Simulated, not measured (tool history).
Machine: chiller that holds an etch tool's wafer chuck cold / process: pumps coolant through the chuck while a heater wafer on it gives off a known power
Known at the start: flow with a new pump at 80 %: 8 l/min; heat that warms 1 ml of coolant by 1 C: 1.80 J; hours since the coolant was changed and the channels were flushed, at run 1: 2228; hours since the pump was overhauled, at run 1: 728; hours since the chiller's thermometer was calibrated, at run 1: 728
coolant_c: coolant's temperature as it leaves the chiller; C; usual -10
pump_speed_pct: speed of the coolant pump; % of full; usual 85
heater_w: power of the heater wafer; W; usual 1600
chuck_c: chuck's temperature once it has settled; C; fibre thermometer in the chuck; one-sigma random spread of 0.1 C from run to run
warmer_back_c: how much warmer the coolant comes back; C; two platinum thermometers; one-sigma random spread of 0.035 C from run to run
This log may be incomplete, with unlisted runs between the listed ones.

run,hour,coolant_c,pump_speed_pct,heater_w,hours since the coolant was changed and the channels were flushed,hours since the pump was overhauled,hours since the chiller's thermometer was calibrated,chuck_c,warmer_back_c
1,0,-10,85,1600,2228,728,728,1.1,6.27
2,22.2,-10,85,2222,2250,750,750,5.6,8.63
3,59.8,-10,70,1600,2287,788,788,2.7,7.72
4,76.7,-3,85,1600,2304,805,805,8.1,6.25
5,115.5,-10,85,1600,2343,844,844,1.1,6.25
6,153,-10,85,1829,2381,881,881,2.6,7.07
7,181.9,-10,85,1829,2410,910,910,2.6,7.15
8,201.9,-10,85,1057,2430,930,930,-2.5,4.05
9,234.9,-10,85,1600,2463,963,963,1.2,6.2
10,267.3,-10,85,1600,2495,995,995,1.1,6.25
11,306.6,-10,85,1600,2534,1035,1035,1,6.21
12,343,-10,85,1600,2571,1071,1071,1.1,6.22
13,374.1,-10,85,1600,2602,1102,1102,1.2,6.26
14,409.2,-16,87,2059,2637,1137,1137,-2,7.73
15,445.8,-17,85,2351,2673,1174,1174,-0.7,9.1
16,480,-17,85,2351,2708,1208,1208,-0.7,9.26
17,498.3,-17,85,2351,2726,1226,1226,-0.7,9.1
18,529.9,-19,69,2247,2758,1258,1258,-0.7,11.06
19,552.2,-6,68,2247,2780,1280,1280,12.3,11.26
20,574.3,-6,68,2247,2802,1302,1302,12.4,11.21
21,612.9,-10,89,1769,2840,1341,1341,1.7,6.53
22,633,-1,75,1135,2861,1361,1361,7.7,5.07
23,649.8,-1,75,1135,2877,1378,1378,7.7,5.08

Below are 4 alternative next runs, each starting from the tool's condition after run 23. Predict each:
A,683.9,-1,71,1232,2912,1412,1412,?,?
B,683.9,-1,75,1672,2912,1412,1412,?,?
C,683.9,0,80,1004,2912,1412,1412,?,?
D,683.9,0,75,1135,2912,1412,1412,?,?

run,chuck_c,warmer_back_c
A,8.8,5.88
B,11.6,7.43
C,7.2,4.17
D,8.5,5.12
With the hidden condition removed and each run's random variation left untouched, the same runs would have given:
run,chuck_c,warmer_back_c
A,8.7,5.88
B,11.6,7.42
C,7.2,4.16
D,8.5,5.12
